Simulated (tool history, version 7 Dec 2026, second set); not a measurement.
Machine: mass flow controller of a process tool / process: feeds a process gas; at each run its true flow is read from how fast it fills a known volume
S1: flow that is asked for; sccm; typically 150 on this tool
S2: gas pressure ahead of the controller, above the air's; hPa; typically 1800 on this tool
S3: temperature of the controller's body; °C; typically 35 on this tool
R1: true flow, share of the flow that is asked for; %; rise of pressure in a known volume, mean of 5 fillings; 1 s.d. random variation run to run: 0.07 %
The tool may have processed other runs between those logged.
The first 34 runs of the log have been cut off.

{"run": 35, "hour": 2445.9, "S1": 80, "S2": 2120, "S3": 24, "R1": 99.05}
{"run": 36, "hour": 2505.6, "S1": 80, "S2": 2350, "S3": 28, "R1": 99.57}
{"hour": 2573.6, "done": "gauge calibrated"}
{"run": 37, "hour": 2580.8, "S1": 144, "S2": 1800, "S3": 35, "R1": 98.75}
{"run": 38, "hour": 2678.4, "S1": 211, "S2": 1800, "S3": 31, "R1": 98.85}
{"run": 39, "hour": 2772.1, "S1": 211, "S2": 1800, "S3": 31, "R1": 98.95}
{"run": 40, "hour": 2815.4, "S1": 384, "S2": 1430, "S3": 29, "R1": 99.47}
{"run": 41, "hour": 2898.0, "S1": 384, "S2": 1430, "S3": 29, "R1": 99.37}
{"run": 42, "hour": 2991.0, "S1": 315, "S2": 2270, "S3": 29, "R1": 99.71}
{"run": 43, "hour": 3053.4, "S1": 315, "S2": 2270, "S3": 29, "R1": 99.76}
{"run": 44, "hour": 3149.9, "S1": 315, "S2": 2270, "S3": 29, "R1": 99.83}
{"run": 45, "hour": 3225.4, "S1": 315, "S2": 1700, "S3": 29, "R1": 99.37}
{"run": 46, "hour": 3286.6, "S1": 476, "S2": 2580, "S3": 29, "R1": 100.91}

Branching from run 46: 3 alternative next runs. What would each branch give?
{"run": "A", "hour": 3359.6, "S1": 150, "S2": 1800, "S3": 23, "R1": "?"}
{"run": "B", "hour": 3359.6, "S1": 476, "S2": 1910, "S3": 29, "R1": "?"}
{"run": "C", "hour": 3359.6, "S1": 432, "S2": 2160, "S3": 32, "R1": "?"}

run=A R1=98.33
run=B R1=100.46
run=C R1=100.53
Without the tool's hidden state the same runs would have given:
run=A R1=97.95
run=B R1=100.08
run=C R1=100.14
